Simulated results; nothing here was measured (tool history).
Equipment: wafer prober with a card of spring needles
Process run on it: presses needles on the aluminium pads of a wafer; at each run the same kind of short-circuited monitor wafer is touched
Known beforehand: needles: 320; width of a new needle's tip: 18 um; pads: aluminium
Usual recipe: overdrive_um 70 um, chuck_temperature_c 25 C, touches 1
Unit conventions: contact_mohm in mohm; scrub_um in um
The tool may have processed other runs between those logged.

| run | hour | overdrive_um | chuck_temperature_c | touches | contact_mohm | scrub_um |
|---|---|---|---|---|---|---|
| 1 | 0.0 | 70 | 25 | 1 | 486 | 13.90 |
|  | 6.6 | tips cleaned on abrasive film |
|  | 16.0 | tips cleaned on abrasive film |
| 2 | 17.1 | 70 | 25 | 1 | 338 | 13.81 |
|  | 26.6 | tips cleaned on abrasive film |
| 3 | 26.6 | 70 | 25 | 1 | 288 | 13.82 |
|  | 36.6 | tips cleaned on abrasive film |
| 4 | 41.1 | 70 | 28 | 1 | 489 | 13.80 |
|  | 47.2 | tips cleaned on abrasive film |
| 5 | 48.9 | 70 | 28 | 1 | 389 | 13.80 |
|  | 53.7 | height of the first contact set anew |
|  | 58.0 | tips cleaned on abrasive film |
| 6 | 59.9 | 70 | 28 | 1 | 400 | 13.99 |
|  | 68.2 | tips cleaned on abrasive film |
| 7 | 68.2 | 70 | 101 | 1 | 297 | 14.02 |
| 8 | 76.8 | 70 | 25 | 1 | 557 | 14.01 |
|  | 78.0 | tips cleaned on abrasive film |
|  | 88.3 | tips cleaned on abrasive film |
| 9 | 93.2 | 70 | 25 | 1 | 496 | 13.92 |
|  | 98.3 | tips cleaned on abrasive film |
|  | 108.9 | tips cleaned on abrasive film |
| 10 | 111.9 | 54 | 76 | 3 | 376 | 10.74 |
|  | 119.1 | tips cleaned on abrasive film |
| 11 | 121.2 | 53 | 43 | 2 | 420 | 10.50 |
|  | 128.9 | tips cleaned on abrasive film |
| 12 | 129.9 | 53 | 43 | 2 | 358 | 10.44 |
|  | 138.6 | tips cleaned on abrasive film |
| 13 | 144.7 | 53 | 43 | 2 | 527 | 10.48 |
|  | 148.1 | tips cleaned on abrasive film |
| 14 | 154.8 | 53 | 43 | 2 | 551 | 10.46 |
|  | 158.2 | tips cleaned on abrasive film |
|  | 167.7 | tips cleaned on abrasive film |
| 15 | 171.3 | 70 | 28 | 2 | 393 | 13.81 |
|  | 177.1 | tips cleaned on abrasive film |
|  | 177.4 | height of the first contact set anew |
| 16 | 185.0 | 59 | 65 | 1 | 679 | 11.74 |
|  | 187.2 | tips cleaned on abrasive film |
| 17 | 195.7 | 59 | 116 | 1 | 659 | 11.78 |

What if the next run were any one of these 4? Each begins from the tool's condition after run 17:
|  | 196.8 | tips cleaned on abrasive film |
|  | 207.1 | tips cleaned on abrasive film |
| A | 209.0 | 55 | 31 | 2 | ? | ? |
|  | 196.8 | tips cleaned on abrasive film |
|  | 207.1 | tips cleaned on abrasive film |
| B | 209.0 | 57 | 116 | 1 | ? | ? |
|  | 196.8 | tips cleaned on abrasive film |
|  | 207.1 | tips cleaned on abrasive film |
| C | 209.0 | 59 | 82 | 1 | ? | ? |
|  | 196.8 | tips cleaned on abrasive film |
|  | 207.1 | tips cleaned on abrasive film |
| D | 209.0 | 59 | 116 | 1 | ? | ? |

| run | contact_mohm | scrub_um |
|---|---|---|
| A | 409 | 10.90 |
| B | 486 | 11.36 |
| C | 487 | 11.74 |
| D | 472 | 11.77 |
Without the tool's hidden state the same runs would have given:
| run | contact_mohm | scrub_um |
|---|---|---|
| A | 253 | 10.96 |
| B | 277 | 11.42 |
| C | 273 | 11.80 |
| D | 275 | 11.83 |

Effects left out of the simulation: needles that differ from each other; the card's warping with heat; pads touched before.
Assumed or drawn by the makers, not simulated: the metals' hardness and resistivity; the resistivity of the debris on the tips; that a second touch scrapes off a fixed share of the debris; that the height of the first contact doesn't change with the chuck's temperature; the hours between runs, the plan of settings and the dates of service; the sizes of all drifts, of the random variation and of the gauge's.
